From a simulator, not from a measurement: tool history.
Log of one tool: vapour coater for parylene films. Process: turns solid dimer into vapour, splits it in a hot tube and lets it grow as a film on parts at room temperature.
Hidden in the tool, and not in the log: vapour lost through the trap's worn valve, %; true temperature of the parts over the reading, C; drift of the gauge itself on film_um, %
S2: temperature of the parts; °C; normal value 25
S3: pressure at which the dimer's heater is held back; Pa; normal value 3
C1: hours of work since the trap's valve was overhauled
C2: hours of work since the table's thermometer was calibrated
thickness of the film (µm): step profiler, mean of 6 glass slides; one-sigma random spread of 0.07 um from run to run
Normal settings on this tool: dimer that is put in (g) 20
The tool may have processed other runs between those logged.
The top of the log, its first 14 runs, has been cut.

run 15 hour=157.3 | dimer_that_is_put_in_(g)=20 S2=25 S3=3 | C1=132 C2=277 | thickness_of_the_film_(µm)=11.82
run 16 hour=167.5 | dimer_that_is_put_in_(g)=20 S2=33 S3=3 | C1=138 C2=282 | thickness_of_the_film_(µm)=8.7
run 17 hour=177.7 | dimer_that_is_put_in_(g)=20 S2=33 S3=3 | C1=143 C2=287 | thickness_of_the_film_(µm)=8.67
run 18 hour=191 | dimer_that_is_put_in_(g)=20 S2=33 S3=3 | C1=149 C2=294 | thickness_of_the_film_(µm)=8.84
run 19 hour=199.9 | dimer_that_is_put_in_(g)=20 S2=25 S3=3 | C1=154 C2=299 | thickness_of_the_film_(µm)=11.96
run 20 hour=208.1 | dimer_that_is_put_in_(g)=20 S2=25 S3=3 | C1=158 C2=303 | thickness_of_the_film_(µm)=11.88
run 21 hour=219.5 | dimer_that_is_put_in_(g)=20 S2=25 S3=3 | C1=163 C2=308 | thickness_of_the_film_(µm)=11.75
run 22 hour=233.2 | dimer_that_is_put_in_(g)=20 S2=25 S3=3 | C1=170 C2=315 | thickness_of_the_film_(µm)=11.9
run 23 hour=242.9 | dimer_that_is_put_in_(g)=20 S2=25 S3=3 | C1=175 C2=320 | thickness_of_the_film_(µm)=11.82
run 24 hour=249.9 | dimer_that_is_put_in_(g)=20 S2=25 S3=3 | C1=179 C2=323 | thickness_of_the_film_(µm)=11.71
-- hour=254.7 trap's valve overhauled
run 25 hour=266.8 | dimer_that_is_put_in_(g)=11 S2=32 S3=2.37 | C1=6 C2=330 | thickness_of_the_film_(µm)=5.06
run 26 hour=281.3 | dimer_that_is_put_in_(g)=9 S2=23 S3=3 | C1=13 C2=337 | thickness_of_the_film_(µm)=5.74
run 27 hour=290.6 | dimer_that_is_put_in_(g)=20 S2=23 S3=2.59 | C1=18 C2=342 | thickness_of_the_film_(µm)=12.81

For run 28, what comes out?
run 28 hour=299.1 | dimer_that_is_put_in_(g)=23 S2=31 S3=2.58 | C1=22 C2=346 | thickness_of_the_film_(µm)=?

thickness of the film (µm): 10.67
Take away the tool's hidden state, keep the run-to-run variation as it was, and the same run would have given thickness of the film (µm) 11.03.

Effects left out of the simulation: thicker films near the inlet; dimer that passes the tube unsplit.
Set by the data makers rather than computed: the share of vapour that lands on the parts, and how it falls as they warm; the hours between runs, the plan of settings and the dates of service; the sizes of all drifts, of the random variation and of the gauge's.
